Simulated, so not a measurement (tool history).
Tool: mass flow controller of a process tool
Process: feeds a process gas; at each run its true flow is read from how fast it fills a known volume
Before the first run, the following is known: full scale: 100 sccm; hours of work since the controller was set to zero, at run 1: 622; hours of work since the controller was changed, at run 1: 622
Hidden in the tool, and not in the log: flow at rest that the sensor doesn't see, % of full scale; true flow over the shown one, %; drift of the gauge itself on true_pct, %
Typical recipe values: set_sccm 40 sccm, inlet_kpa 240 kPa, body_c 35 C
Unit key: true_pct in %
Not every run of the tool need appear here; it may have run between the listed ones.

run	hour	set_sccm	inlet_kpa	body_c	hours of work since the controller was set to zero	hours of work since the controller was changed	true_pct
1	0	40	240	35	622	622	98.27
2	98.9	40	240	35	669	669	98.15
3	235.5	40	240	35	734	734	98.15
4	333	40	240	35	780	780	98.27
5	450	40	240	35	836	836	98.2
6	553.2	40	240	35	885	885	98.36
7	673.5	40	240	29	942	942	98.99
8	783.6	40	240	36	994	994	98.14
9	938.8	22	240	36	1068	1068	97.93
10	1069.6	22	240	36	1130	1130	98.14
11	1205.5	22	240	36	1195	1195	98.1
12	1357.6	40	240	30	1267	1267	98.8
13	1490.7	13	167	21	1330	1330	99.12
14	1605.5	40	209	39	1385	1385	97.95
15	1743.2	40	209	39	1450	1450	97.95

Each row is a separate what-if for the run after 15, all from the same tool condition, not one after another. Results?
A	1828.4	11	158	34	1491	1491	?
B	1828.4	40	209	37	1491	1491	?
C	1828.4	40	150	28	1491	1491	?

run	true_pct
A	98.08
B	98
C	98.59
What these runs would have given with no unlogged condition in the tool:
run	true_pct
A	96.73
B	97.35
C	97.94
